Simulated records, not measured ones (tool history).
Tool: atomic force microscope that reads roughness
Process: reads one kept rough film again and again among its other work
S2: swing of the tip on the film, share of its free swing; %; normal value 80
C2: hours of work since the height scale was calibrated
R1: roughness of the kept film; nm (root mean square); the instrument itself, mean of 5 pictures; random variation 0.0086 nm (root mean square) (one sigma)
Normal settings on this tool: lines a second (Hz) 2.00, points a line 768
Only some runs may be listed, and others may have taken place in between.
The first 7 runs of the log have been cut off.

Run 8, hour 58.5: usual settings but lines a second (Hz) 2.60; pictures with this tip 57; C2 156. Result: R1 1.818 nm (root mean square).
Run 9, hour 67.9: usual settings but lines a second (Hz) 0.65; pictures with this tip 73; C2 161. Result: R1 2.042 nm (root mean square).
Run 10, hour 78.1: usual settings; pictures with this tip 90; C2 167. Result: R1 1.881 nm (root mean square).
Run 11, hour 85.8: usual settings but lines a second (Hz) 0.63; pictures with this tip 103; C2 171. Result: R1 2.056 nm (root mean square).
Run 12, hour 98.8: usual settings but points a line 993; pictures with this tip 125; C2 177. Result: R1 1.868 nm (root mean square).
At hour 106.1: new tip fitted.
Run 13, hour 108.9: usual settings but points a line 509; pictures with this tip 5; C2 182. Result: R1 1.890 nm (root mean square).
Run 14, hour 118.4: usual settings; pictures with this tip 21; C2 187. Result: R1 1.889 nm (root mean square).
Run 15, hour 126.5: usual settings; pictures with this tip 34; C2 192. Result: R1 1.894 nm (root mean square).
Run 16, hour 138.7: usual settings but S2 58 %; pictures with this tip 54; C2 198. Result: R1 2.071 nm (root mean square).
Run 17, hour 151.9: usual settings but S2 58 %; pictures with this tip 76; C2 205. Result: R1 2.069 nm (root mean square).
Run 18, hour 164.5: usual settings but lines a second (Hz) 0.83, S2 58 %, points a line 980; pictures with this tip 97; C2 211. Result: R1 2.122 nm (root mean square).
Run 19, hour 174.6: usual settings but lines a second (Hz) 0.83, S2 58 %, points a line 980; pictures with this tip 114; C2 217. Result: R1 2.129 nm (root mean square).
Run 20, hour 185.4: usual settings but lines a second (Hz) 0.83, S2 58 %, points a line 980; pictures with this tip 132; C2 222. Result: R1 2.123 nm (root mean square).
At hour 188.4: new tip fitted.
Run 21, hour 192.0: usual settings but lines a second (Hz) 0.85, S2 89 %; pictures with this tip 6; C2 226. Result: R1 1.980 nm (root mean square).
Run 22, hour 202.4: usual settings but lines a second (Hz) 1.12, S2 56 %; pictures with this tip 24; C2 231. Result: R1 2.109 nm (root mean square).
Run 23, hour 211.4: usual settings but lines a second (Hz) 2.58, S2 77 %, points a line 419; pictures with this tip 39; C2 236. Result: R1 1.851 nm (root mean square).
Run 24, hour 217.2: usual settings but S2 81 %, points a line 767; pictures with this tip 48; C2 239. Result: R1 1.879 nm (root mean square).
Run 25, hour 223.2: usual settings but S2 81 %, points a line 767; pictures with this tip 58; C2 242. Result: R1 1.868 nm (root mean square).
Run 26, hour 236.0: usual settings but S2 81 %, points a line 767; pictures with this tip 80; C2 249. Result: R1 1.858 nm (root mean square).
Run 27, hour 246.1: usual settings but S2 55 %, points a line 264; pictures with this tip 97; C2 254. Result: R1 2.022 nm (root mean square).
Run 28, hour 255.5: usual settings but S2 55 %, points a line 264; pictures with this tip 112; C2 259. Result: R1 2.032 nm (root mean square).

Expected results for the next run?
Run 29, hour 266.9: usual settings but lines a second (Hz) 3.42, points a line 270; pictures with this tip 131; C2 265. Result: R1 ?.

Run 29 gave R1 1.678 nm (root mean square).
On a tool with no hidden condition, and with the same random variation, this run would have come out at R1 1.683 nm (root mean square).
